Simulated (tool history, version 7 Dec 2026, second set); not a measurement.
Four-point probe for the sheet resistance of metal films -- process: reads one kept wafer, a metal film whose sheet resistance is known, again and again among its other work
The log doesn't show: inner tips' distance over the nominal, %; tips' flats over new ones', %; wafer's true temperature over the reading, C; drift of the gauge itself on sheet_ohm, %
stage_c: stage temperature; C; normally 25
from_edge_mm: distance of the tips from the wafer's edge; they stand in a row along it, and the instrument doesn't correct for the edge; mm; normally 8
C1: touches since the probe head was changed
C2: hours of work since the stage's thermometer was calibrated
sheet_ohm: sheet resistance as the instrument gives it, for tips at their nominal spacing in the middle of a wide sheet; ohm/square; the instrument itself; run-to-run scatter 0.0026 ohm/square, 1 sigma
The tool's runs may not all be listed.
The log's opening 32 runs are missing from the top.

Run 33, hour 1163.6: usual settings but stage_c 24 C, from_edge_mm 23 mm; C1 86447; C2 457. Result: sheet_ohm 12.756943 ohm/square.
Run 34, hour 1202.7: usual settings but stage_c 24 C, from_edge_mm 23 mm; C1 89042; C2 488. Result: sheet_ohm 12.758977 ohm/square.
Run 35, hour 1253.9: usual settings but stage_c 24 C, from_edge_mm 23 mm; C1 92433; C2 528. Result: sheet_ohm 12.75543 ohm/square.
Run 36, hour 1294.1: usual settings but stage_c 24 C, from_edge_mm 5 mm; C1 95101; C2 560. Result: sheet_ohm 12.82182 ohm/square.
Run 37, hour 1341.1: usual settings but stage_c 22 C; C1 98220; C2 597. Result: sheet_ohm 12.80528 ohm/square.
Run 38, hour 1387.4: usual settings but stage_c 22 C; C1 101288; C2 633. Result: sheet_ohm 12.804702 ohm/square.
Run 39, hour 1434: usual settings but stage_c 18 C; C1 104378; C2 670. Result: sheet_ohm 12.852349 ohm/square.
Run 40, hour 1459.6: usual settings but stage_c 22 C, from_edge_mm 21 mm; C1 106078; C2 690. Result: sheet_ohm 12.778429 ohm/square.
Run 41, hour 1495.5: usual settings but stage_c 22 C, from_edge_mm 21 mm; C1 108458; C2 718. Result: sheet_ohm 12.780966 ohm/square.
Run 42, hour 1537.3: usual settings but stage_c 22 C, from_edge_mm 21 mm; C1 111226; C2 751. Result: sheet_ohm 12.777025 ohm/square.
Run 43, hour 1579.9: usual settings but from_edge_mm 7 mm; C1 114049; C2 784. Result: sheet_ohm 12.775585 ohm/square.
Run 44, hour 1619.4: usual settings but from_edge_mm 7 mm; C1 116674; C2 815. Result: sheet_ohm 12.770847 ohm/square.

What if the next run were any one of these 3? Each begins from the tool's condition after run 44:
Run A, hour 1654.6: usual settings but stage_c 32 C, from_edge_mm 33 mm; C1 119005; C2 843. Result: sheet_ohm ?.
Run B, hour 1654.6: usual settings but stage_c 27 C, from_edge_mm 9 mm; C1 119005; C2 843. Result: sheet_ohm ?.
Run C, hour 1654.6: usual settings but stage_c 28 C, from_edge_mm 10 mm; C1 119005; C2 843. Result: sheet_ohm ?.

run  sheet_ohm
  A  12.658346
  B  12.735945
  C  12.718323
Take away the tool's hidden state, keep each run's random variation, and the runs would have read:
run  sheet_ohm
  A  12.779313
  B  12.857523
  C  12.839759

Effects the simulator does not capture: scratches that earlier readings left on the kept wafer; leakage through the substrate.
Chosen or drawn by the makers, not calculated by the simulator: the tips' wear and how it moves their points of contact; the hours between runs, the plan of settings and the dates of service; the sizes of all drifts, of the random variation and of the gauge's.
